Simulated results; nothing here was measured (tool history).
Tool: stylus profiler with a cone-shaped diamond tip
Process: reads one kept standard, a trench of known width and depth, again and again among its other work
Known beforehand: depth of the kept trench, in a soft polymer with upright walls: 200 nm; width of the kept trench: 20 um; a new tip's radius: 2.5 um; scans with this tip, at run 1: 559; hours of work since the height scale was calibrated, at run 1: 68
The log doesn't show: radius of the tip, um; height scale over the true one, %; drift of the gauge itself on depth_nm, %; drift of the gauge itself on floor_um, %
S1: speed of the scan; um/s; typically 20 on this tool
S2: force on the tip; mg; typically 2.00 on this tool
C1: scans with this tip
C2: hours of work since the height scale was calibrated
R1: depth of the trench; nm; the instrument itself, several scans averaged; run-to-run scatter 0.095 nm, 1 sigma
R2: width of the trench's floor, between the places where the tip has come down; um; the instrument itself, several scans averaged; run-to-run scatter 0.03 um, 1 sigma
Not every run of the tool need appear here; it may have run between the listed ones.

Run 1, hour 0.0: usual settings; C1 559; C2 68. Result: R1 201.01 nm, R2 17.84 um.
Run 2, hour 54.9: usual settings; C1 880; C2 107. Result: R1 201.25 nm, R2 17.89 um.
Run 3, hour 153.9: usual settings; C1 1460; C2 177. Result: R1 201.16 nm, R2 17.87 um.
Run 4, hour 231.6: usual settings; C1 1915; C2 233. Result: R1 201.15 nm, R2 17.83 um.
Run 5, hour 295.9: usual settings; C1 2292; C2 278. Result: R1 200.91 nm, R2 17.84 um.
Run 6, hour 352.3: usual settings; C1 2622; C2 319. Result: R1 200.93 nm, R2 17.84 um.
Run 7, hour 461.8: usual settings; C1 3264; C2 396. Result: R1 201.07 nm, R2 17.81 um.
Run 8, hour 567.1: usual settings but S1 8 um/s; C1 3880; C2 471. Result: R1 200.81 nm, R2 17.81 um.
Run 9, hour 624.9: usual settings but S1 8 um/s; C1 4219; C2 513. Result: R1 200.89 nm, R2 17.75 um.
Run 10, hour 696.8: usual settings but S2 2.32 mg; C1 4641; C2 564. Result: R1 200.94 nm, R2 17.74 um.
Run 11, hour 790.9: usual settings; C1 5191; C2 631. Result: R1 200.68 nm, R2 17.65 um.
Run 12, hour 911.9: usual settings; C1 5901; C2 717. Result: R1 200.76 nm, R2 17.65 um.
Run 13, hour 999.0: usual settings; C1 6410; C2 779. Result: R1 200.75 nm, R2 17.55 um.
Run 14, hour 1087.0: usual settings but S2 2.36 mg; C1 6926; C2 841. Result: R1 200.69 nm, R2 17.63 um.
At hour 1126.1: height scale calibrated on a step standard.
Run 15, hour 1159.5: usual settings but S1 73 um/s, S2 2.36 mg; C1 7348; C2 24. Result: R1 201.44 nm, R2 17.41 um.
Run 16, hour 1279.0: usual settings but S1 24 um/s; C1 8048; C2 109. Result: R1 201.22 nm, R2 17.51 um.
Run 17, hour 1398.7: usual settings; C1 8749; C2 194. Result: R1 201.03 nm, R2 17.48 um.
Run 18, hour 1478.3: usual settings; C1 9215; C2 251. Result: R1 201.01 nm, R2 17.50 um.
Run 19, hour 1557.7: usual settings but S2 5.24 mg; C1 9681; C2 307. Result: R1 202.10 nm, R2 17.49 um.
Run 20, hour 1648.1: usual settings but S2 5.24 mg; C1 10210; C2 371. Result: R1 201.93 nm, R2 17.49 um.
Run 21, hour 1710.0: usual settings but S2 1.32 mg; C1 10573; C2 416. Result: R1 200.66 nm, R2 17.43 um.
Run 22, hour 1775.0: usual settings; C1 10954; C2 462. Result: R1 200.96 nm, R2 17.41 um.
Run 23, hour 1874.6: usual settings; C1 11537; C2 533. Result: R1 200.64 nm, R2 17.36 um.
Run 24, hour 1947.4: usual settings; C1 11964; C2 585. Result: R1 200.86 nm, R2 17.38 um.
Run 25, hour 2027.6: usual settings but S1 35 um/s, S2 2.62 mg; C1 12433; C2 642. Result: R1 201.01 nm, R2 17.28 um.
Run 26, hour 2088.9: usual settings but S1 6 um/s, S2 2.13 mg; C1 12792; C2 685. Result: R1 200.87 nm, R2 17.39 um.
Run 27, hour 2152.1: usual settings but S1 6 um/s, S2 1.07 mg; C1 13163; C2 730. Result: R1 200.31 nm, R2 17.37 um.
Run 28, hour 2258.9: usual settings but S1 6 um/s, S2 1.07 mg; C1 13788; C2 806. Result: R1 200.21 nm, R2 17.40 um.
Run 29, hour 2329.1: usual settings but S1 6 um/s, S2 1.07 mg; C1 14199; C2 856. Result: R1 200.09 nm, R2 17.30 um.
At hour 2345.3: height scale calibrated on a step standard.
Run 30, hour 2430.8: usual settings but S1 14 um/s, S2 5.80 mg; C1 14792; C2 61. Result: R1 202.42 nm, R2 17.31 um.
Run 31, hour 2511.2: usual settings but S1 75 um/s, S2 3.76 mg; C1 15263; C2 118. Result: R1 201.65 nm, R2 17.10 um.
Run 32, hour 2599.0: usual settings but S1 75 um/s, S2 3.76 mg; C1 15777; C2 181. Result: R1 201.75 nm, R2 17.10 um.
Run 33, hour 2698.8: usual settings but S1 16 um/s, S2 1.70 mg; C1 16362; C2 252. Result: R1 200.93 nm, R2 17.20 um.
Run 34, hour 2749.1: usual settings but S1 77 um/s; C1 16657; C2 287. Result: R1 201.03 nm, R2 16.97 um.
Run 35, hour 2867.0: usual settings but S1 37 um/s, S2 5.10 mg; C1 17347; C2 371. Result: R1 202.06 nm, R2 17.15 um.
Run 36, hour 2934.4: usual settings but S1 25 um/s, S2 1.67 mg; C1 17742; C2 419. Result: R1 200.89 nm, R2 17.17 um.
Run 37, hour 3041.9: usual settings but S1 75 um/s, S2 1.67 mg; C1 18372; C2 496. Result: R1 200.76 nm, R2 16.85 um.
Run 38, hour 3154.9: usual settings but S1 75 um/s, S2 1.67 mg; C1 19034; C2 576. Result: R1 200.63 nm, R2 16.80 um.
Run 39, hour 3217.4: usual settings but S1 75 um/s, S2 1.67 mg; C1 19400; C2 621. Result: R1 200.67 nm, R2 16.85 um.
Run 40, hour 3306.5: usual settings but S1 25 um/s, S2 0.89 mg; C1 19922; C2 684. Result: R1 200.29 nm, R2 17.00 um.
Run 41, hour 3363.2: usual settings but S1 25 um/s, S2 0.89 mg; C1 20254; C2 724. Result: R1 200.30 nm, R2 16.98 um.
Run 42, hour 3452.8: usual settings but S1 10 um/s, S2 4.03 mg; C1 20779; C2 788. Result: R1 201.41 nm, R2 17.09 um.
At hour 3569.0: height scale calibrated on a step standard.
Run 43, hour 3570.7: usual settings but S1 25 um/s, S2 0.78 mg; C1 21467; C2 1. Result: R1 200.81 nm, R2 16.92 um.
Run 44, hour 3642.2: usual settings but S1 8 um/s, S2 1.79 mg; C1 21886; C2 52. Result: R1 201.33 nm, R2 17.07 um.
Run 45, hour 3741.3: usual settings but S1 8 um/s, S2 1.27 mg; C1 22466; C2 123. Result: R1 200.86 nm, R2 17.03 um.

Each row is a separate what-if for the run after 45, all from the same tool condition, not one after another. Results?
Run A, hour 3793.4: usual settings but S1 7 um/s, S2 1.24 mg; C1 22771; C2 160. Result: R1 ?, R2 ?.
Run B, hour 3793.4: usual settings but S1 50 um/s; C1 22771; C2 160. Result: R1 ?, R2 ?.
Run C, hour 3793.4: usual settings but S1 8 um/s, S2 1.30 mg; C1 22771; C2 160. Result: R1 ?, R2 ?.
Run D, hour 3793.4: usual settings but S1 19 um/s, S2 1.48 mg; C1 22771; C2 160. Result: R1 ?, R2 ?.

run      R1     R2
  A  200.83  17.01
  B  201.28  16.87
  C  200.76  17.02
  D  201.03  16.96
Without the tool's unlogged condition, the same runs would have read:
run      R1     R2
  A  200.85  18.02
  B  201.29  17.88
  C  200.77  18.03
  D  201.04  17.97
